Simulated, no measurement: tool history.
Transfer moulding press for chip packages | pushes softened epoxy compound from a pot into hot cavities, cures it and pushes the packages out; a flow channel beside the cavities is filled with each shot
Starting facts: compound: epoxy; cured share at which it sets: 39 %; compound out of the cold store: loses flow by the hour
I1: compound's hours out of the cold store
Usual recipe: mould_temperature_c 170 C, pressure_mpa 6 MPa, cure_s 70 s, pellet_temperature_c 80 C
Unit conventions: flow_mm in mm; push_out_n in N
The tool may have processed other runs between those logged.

{"run": 1, "hour": 0.0, "mould_temperature_c": 170, "pressure_mpa": 6, "cure_s": 70, "pellet_temperature_c": 80, "I1": 22.3, "flow_mm": 749, "push_out_n": 657}
{"run": 2, "hour": 25.2, "mould_temperature_c": 170, "pressure_mpa": 6, "cure_s": 70, "pellet_temperature_c": 80, "I1": 27.9, "flow_mm": 742, "push_out_n": 649}
{"hour": 57.9, "done": "cavities cleaned with cleaning compound and waxed"}
{"hour": 84.5, "done": "plunger's sealing rings changed"}
{"run": 3, "hour": 89.1, "mould_temperature_c": 162, "pressure_mpa": 6, "cure_s": 70, "pellet_temperature_c": 80, "I1": 26.7, "flow_mm": 768, "push_out_n": 1059}
{"hour": 134.0, "done": "cavities cleaned with cleaning compound and waxed"}
{"run": 4, "hour": 139.6, "mould_temperature_c": 162, "pressure_mpa": 6, "cure_s": 70, "pellet_temperature_c": 80, "I1": 36.4, "flow_mm": 740, "push_out_n": 1065}
{"run": 5, "hour": 193.1, "mould_temperature_c": 172, "pressure_mpa": 6, "cure_s": 70, "pellet_temperature_c": 80, "I1": 19, "flow_mm": 754, "push_out_n": 586}
{"hour": 205.3, "done": "cavities cleaned with cleaning compound and waxed"}
{"run": 6, "hour": 252.4, "mould_temperature_c": 172, "pressure_mpa": 6, "cure_s": 70, "pellet_temperature_c": 80, "I1": 45.6, "flow_mm": 690, "push_out_n": 562}
{"hour": 277.9, "done": "cavities cleaned with cleaning compound and waxed"}
{"run": 7, "hour": 286.3, "mould_temperature_c": 172, "pressure_mpa": 6, "cure_s": 70, "pellet_temperature_c": 80, "I1": 19.6, "flow_mm": 751, "push_out_n": 571}
{"run": 8, "hour": 332.8, "mould_temperature_c": 172, "pressure_mpa": 6, "cure_s": 70, "pellet_temperature_c": 80, "I1": 46.1, "flow_mm": 697, "push_out_n": 572}
{"hour": 351.9, "done": "cavities cleaned with cleaning compound and waxed"}
{"hour": 359.9, "done": "plunger's sealing rings changed"}
{"run": 9, "hour": 362.8, "mould_temperature_c": 170, "pressure_mpa": 6, "cure_s": 70, "pellet_temperature_c": 80, "I1": 47.4, "flow_mm": 686, "push_out_n": 600}
{"run": 10, "hour": 409.3, "mould_temperature_c": 170, "pressure_mpa": 4.67, "cure_s": 70, "pellet_temperature_c": 80, "I1": 19.7, "flow_mm": 668, "push_out_n": 651}
{"hour": 425.4, "done": "cavities cleaned with cleaning compound and waxed"}
{"run": 11, "hour": 441.5, "mould_temperature_c": 170, "pressure_mpa": 6.93, "cure_s": 70, "pellet_temperature_c": 80, "I1": 18.1, "flow_mm": 817, "push_out_n": 655}
{"run": 12, "hour": 492.1, "mould_temperature_c": 170, "pressure_mpa": 6.93, "cure_s": 70, "pellet_temperature_c": 80, "I1": 32.4, "flow_mm": 784, "push_out_n": 651}
{"hour": 496.1, "done": "cavities cleaned with cleaning compound and waxed"}
{"run": 13, "hour": 551.3, "mould_temperature_c": 170, "pressure_mpa": 6.93, "cure_s": 70, "pellet_temperature_c": 80, "I1": 13.1, "flow_mm": 825, "push_out_n": 706}
{"hour": 569.1, "done": "cavities cleaned with cleaning compound and waxed"}
{"run": 14, "hour": 611.9, "mould_temperature_c": 170, "pressure_mpa": 6.93, "cure_s": 70, "pellet_temperature_c": 80, "I1": 44, "flow_mm": 759, "push_out_n": 616}
{"hour": 633.8, "done": "plunger's sealing rings changed"}
{"hour": 642.0, "done": "cavities cleaned with cleaning compound and waxed"}
{"run": 15, "hour": 646.4, "mould_temperature_c": 170, "pressure_mpa": 6.93, "cure_s": 70, "pellet_temperature_c": 80, "I1": 38.5, "flow_mm": 770, "push_out_n": 621}
{"run": 16, "hour": 682.1, "mould_temperature_c": 170, "pressure_mpa": 5.84, "cure_s": 50, "pellet_temperature_c": 80, "I1": 26.4, "flow_mm": 733, "push_out_n": 1477}
{"hour": 712.9, "done": "cavities cleaned with cleaning compound and waxed"}
{"run": 17, "hour": 717.0, "mould_temperature_c": 177, "pressure_mpa": 6, "cure_s": 70, "pellet_temperature_c": 85, "I1": 10.2, "flow_mm": 762, "push_out_n": 474}
{"run": 18, "hour": 749.4, "mould_temperature_c": 170, "pressure_mpa": 6, "cure_s": 88, "pellet_temperature_c": 80, "I1": 22.4, "flow_mm": 746, "push_out_n": 462}
{"hour": 787.0, "done": "cavities cleaned with cleaning compound and waxed"}
{"run": 19, "hour": 802.2, "mould_temperature_c": 162, "pressure_mpa": 6, "cure_s": 88, "pellet_temperature_c": 88, "I1": 45.3, "flow_mm": 731, "push_out_n": 618}
{"run": 20, "hour": 845.4, "mould_temperature_c": 167, "pressure_mpa": 5.78, "cure_s": 70, "pellet_temperature_c": 80, "I1": 9.7, "flow_mm": 775, "push_out_n": 843}
{"hour": 858.4, "done": "cavities cleaned with cleaning compound and waxed"}
{"run": 21, "hour": 880.8, "mould_temperature_c": 176, "pressure_mpa": 6.13, "cure_s": 99, "pellet_temperature_c": 71, "I1": 35.4, "flow_mm": 709, "push_out_n": 441}
{"hour": 890.1, "done": "mould's thermocouples calibrated"}
{"hour": 908.8, "done": "plunger's sealing rings changed"}
{"run": 22, "hour": 928.3, "mould_temperature_c": 178, "pressure_mpa": 6, "cure_s": 70, "pellet_temperature_c": 86, "I1": 17.4, "flow_mm": 739, "push_out_n": 461}
{"hour": 934.5, "done": "cavities cleaned with cleaning compound and waxed"}
{"run": 23, "hour": 971.8, "mould_temperature_c": 170, "pressure_mpa": 5.91, "cure_s": 70, "pellet_temperature_c": 86, "I1": 19.8, "flow_mm": 746, "push_out_n": 628}
{"hour": 1008.9, "done": "cavities cleaned with cleaning compound and waxed"}
{"run": 24, "hour": 1021.8, "mould_temperature_c": 165, "pressure_mpa": 6, "cure_s": 107, "pellet_temperature_c": 86, "I1": 46.6, "flow_mm": 711, "push_out_n": 469}
{"hour": 1079.6, "done": "cavities cleaned with cleaning compound and waxed"}
{"run": 25, "hour": 1082.1, "mould_temperature_c": 163, "pressure_mpa": 6.52, "cure_s": 79, "pellet_temperature_c": 71, "I1": 33.2, "flow_mm": 779, "push_out_n": 800}
{"run": 26, "hour": 1114.6, "mould_temperature_c": 170, "pressure_mpa": 6, "cure_s": 66, "pellet_temperature_c": 85, "I1": 9.7, "flow_mm": 776, "push_out_n": 736}
{"hour": 1153.2, "done": "cavities cleaned with cleaning compound and waxed"}
{"run": 27, "hour": 1163.8, "mould_temperature_c": 175, "pressure_mpa": 6.21, "cure_s": 66, "pellet_temperature_c": 80, "I1": 47.9, "flow_mm": 695, "push_out_n": 535}

4 ways to go on from here, each from the tool as it stands after run 27. What would each give?
{"hour": 1183.7, "done": "plunger's sealing rings changed"}
{"run": "A", "hour": 1198.6, "mould_temperature_c": 169, "pressure_mpa": 6, "cure_s": 97, "pellet_temperature_c": 72, "I1": 22.7, "flow_mm": "?", "push_out_n": "?"}
{"hour": 1183.7, "done": "plunger's sealing rings changed"}
{"run": "B", "hour": 1198.6, "mould_temperature_c": 170, "pressure_mpa": 6, "cure_s": 70, "pellet_temperature_c": 81, "I1": 38.3, "flow_mm": "?", "push_out_n": "?"}
{"hour": 1183.7, "done": "plunger's sealing rings changed"}
{"run": "C", "hour": 1198.6, "mould_temperature_c": 169, "pressure_mpa": 4.55, "cure_s": 80, "pellet_temperature_c": 80, "I1": 33.1, "flow_mm": "?", "push_out_n": "?"}
{"hour": 1183.7, "done": "plunger's sealing rings changed"}
{"run": "D", "hour": 1198.6, "mould_temperature_c": 171, "pressure_mpa": 6.21, "cure_s": 65, "pellet_temperature_c": 89, "I1": 15.2, "flow_mm": "?", "push_out_n": "?"}

run=A flow_mm=754 push_out_n=450
run=B flow_mm=712 push_out_n=627
run=C flow_mm=638 push_out_n=516
run=D flow_mm=778 push_out_n=728
Stripped of hidden state, with their random variation kept, the same runs would have yielded:
run=A flow_mm=754 push_out_n=443
run=B flow_mm=712 push_out_n=618
run=C flow_mm=638 push_out_n=509
run=D flow_mm=778 push_out_n=718

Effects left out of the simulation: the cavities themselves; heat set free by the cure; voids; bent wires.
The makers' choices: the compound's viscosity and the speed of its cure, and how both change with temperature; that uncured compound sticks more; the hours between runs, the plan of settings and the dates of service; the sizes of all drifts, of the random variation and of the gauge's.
